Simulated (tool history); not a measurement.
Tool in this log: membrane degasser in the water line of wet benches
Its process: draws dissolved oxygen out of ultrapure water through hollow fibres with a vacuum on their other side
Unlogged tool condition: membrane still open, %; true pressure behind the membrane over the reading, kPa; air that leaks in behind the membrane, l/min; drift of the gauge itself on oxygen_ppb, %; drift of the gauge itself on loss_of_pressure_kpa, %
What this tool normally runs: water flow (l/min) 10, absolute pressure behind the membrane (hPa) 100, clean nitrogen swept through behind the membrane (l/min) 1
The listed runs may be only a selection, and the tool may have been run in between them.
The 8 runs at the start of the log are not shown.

run	hour	water flow (l/min)	absolute pressure behind the membrane (hPa)	clean nitrogen swept through behind the membrane (l/min)	hours since the membrane was changed	hours since the vacuum gauge was calibrated	hours since the vacuum lines were made tight	dissolved oxygen in the water behind the degasser (ppb)	pressure that the water loses in the fibres (hPa)
9	430.4	8	100	1	2753	3216	10760	161.6	476.5
# hour 464.4: seals of the vacuum lines changed
10	501.1	7	100	1	2821	3285	37	130.1	414.6
11	547.2	7	100	1	2867	3331	83	129.7	414.7
12	608.7	7	100	1	2929	3393	144	130.4	414.9
13	660.7	7	100	1	2981	3445	196	129.1	414.9
14	701	7	100	1	3021	3485	237	129.9	415.4
15	740.7	7	100	1	3061	3525	276	132.1	415.6
16	785.5	7	100	1	3106	3569	321	130	413.4
17	851	10	100	1.69	3171	3635	387	176.2	591.8
18	887	8	100	1.37	3207	3671	423	126.7	477.3
19	921.8	8	100	1.37	3242	3706	457	127	471.6
20	960.7	15	248	1.37	3281	3745	496	787.2	883.5
21	994.8	9	184	0.95	3315	3779	530	379.4	532.3
22	1056.6	14	218	0.95	3377	3840	592	811.4	824.6
23	1106.1	14	218	1.13	3426	3890	642	719.7	827.3
24	1138	14	218	1.13	3458	3922	674	701.5	820
25	1198.5	14	218	1.13	3519	3982	734	714.8	828.6
26	1244.1	14	218	1.13	3564	4028	780	724.1	827.2
27	1277.6	14	218	1.13	3598	4061	813	720.7	822.1
28	1342.8	9	218	1.13	3663	4127	878	395.2	530.2
29	1403.6	9	100	1	3724	4187	939	195	530
30	1440.3	9	100	1	3760	4224	976	197.6	530.1

Run 31 is up next; what results do you expect?
31	1473.9	8	140	1.62	3794	4258	1010	?	?

{"run 31": {"dissolved oxygen in the water behind the degasser (ppb)": 160.4, "pressure that the water loses in the fibres (hPa)": 468.8}}
Without the tool's hidden state the same run would have given dissolved oxygen in the water behind the degasser (ppb) 160.3, pressure that the water loses in the fibres (hPa) 477.9.

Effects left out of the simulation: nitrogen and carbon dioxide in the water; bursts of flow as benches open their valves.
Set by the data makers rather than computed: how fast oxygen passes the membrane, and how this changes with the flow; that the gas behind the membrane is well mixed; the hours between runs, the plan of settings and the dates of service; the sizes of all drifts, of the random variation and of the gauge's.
